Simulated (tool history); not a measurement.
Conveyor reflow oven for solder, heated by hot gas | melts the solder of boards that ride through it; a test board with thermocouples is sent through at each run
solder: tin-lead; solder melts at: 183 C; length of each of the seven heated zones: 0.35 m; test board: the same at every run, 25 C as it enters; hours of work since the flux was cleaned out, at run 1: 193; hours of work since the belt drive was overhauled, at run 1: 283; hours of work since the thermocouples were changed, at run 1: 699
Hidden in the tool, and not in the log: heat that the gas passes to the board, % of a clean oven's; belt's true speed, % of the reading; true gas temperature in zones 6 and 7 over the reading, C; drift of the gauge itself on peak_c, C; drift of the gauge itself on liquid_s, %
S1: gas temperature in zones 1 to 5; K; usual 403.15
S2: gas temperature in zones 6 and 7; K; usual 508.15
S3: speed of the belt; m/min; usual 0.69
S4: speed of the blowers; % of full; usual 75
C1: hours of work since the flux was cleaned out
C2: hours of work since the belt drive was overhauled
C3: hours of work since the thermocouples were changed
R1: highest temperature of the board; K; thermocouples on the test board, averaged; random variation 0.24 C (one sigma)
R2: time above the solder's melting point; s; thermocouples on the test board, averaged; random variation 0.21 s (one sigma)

run   hour      S1      S2     S3  S4   C1   C2   C3      R1    R2
  1      0  403.15  508.15   0.69  75  193  283  699  491.35  44.3
      24.3  -- flux residue cleaned out of gas plates and filters
  2   32.8  403.15  508.15   0.69  75    4  295  711  492.85  45.3
  3   72.6  403.15  508.15   0.69  75   21  312  728  492.75  45.4
  4   98.7  403.15  508.15   0.69  75   32  323  739  492.85  45.4
  5  139.8  403.15  508.15   0.69  75   49  341  757  492.75  45.3
  6  158.6  403.15  508.15   0.69  75   57  349  765  492.75  45.7
  7  185.2  403.15  508.15   0.69  75   69  360  776  492.95  45.2
  8    219  403.15  508.15  0.791  75   83  374  791  487.95  36.3
  9  237.9  403.15  508.15  0.791  75   91  383  799  487.75  36.3
 10  278.9  403.15  508.15  0.791  75  109  400  816  487.65  36.1
 11  312.9  403.15  508.15  0.791  75  123  415  831  487.65  35.8
 12  348.9  403.15  515.15   0.69  74  138  430  846  498.55  48.2
 13  385.5  389.15  508.15   0.69  55  154  446  862  483.85  35.2
 14  406.2  389.15  507.15  0.561  55  163  454  871  491.25    51
 15  443.7  389.15  502.15  0.559  78  179  470  887  491.85  53.1
 16    485  389.15  502.15  0.559  78  197  488  904  491.75  53.1
     501.4  -- flux residue cleaned out of gas plates and filters
 17    517  389.15  502.15  0.595  64    7  500  916  488.65  46.7
 18  543.4  389.15  502.15  0.798  85   18  511  927  483.95  30.7
 19  570.2  407.15  510.15   0.69  57   29  522  938  491.65  45.2
 20  605.4  392.15  510.15  0.748  75   44  537  953  490.15  37.9

Forecast each of these 5 alternatives for the next run:
  A  634.3  392.15  511.15  0.748  75  57  550  966   ?   ?
  B  634.3  414.15  510.15  0.824  55  57  550  966   ?   ?
  C  634.3  392.15  501.15  0.748  54  57  550  966   ?   ?
  D  634.3  392.15  519.15  0.793  69  57  550  966   ?   ?
  E  634.3  411.15  498.15   0.69  75  57  550  966   ?   ?

run      R1    R2
  A  491.75  38.4
  B  484.95    35
  C  476.35  26.5
  D  493.85  37.2
  E  486.15  43.8
Without the tool's hidden state the same runs would have given:
run      R1    R2
  A  489.65  36.8
  B  482.95  33.3
  C  474.25  24.3
  D  491.85  35.7
  E  483.95  41.9
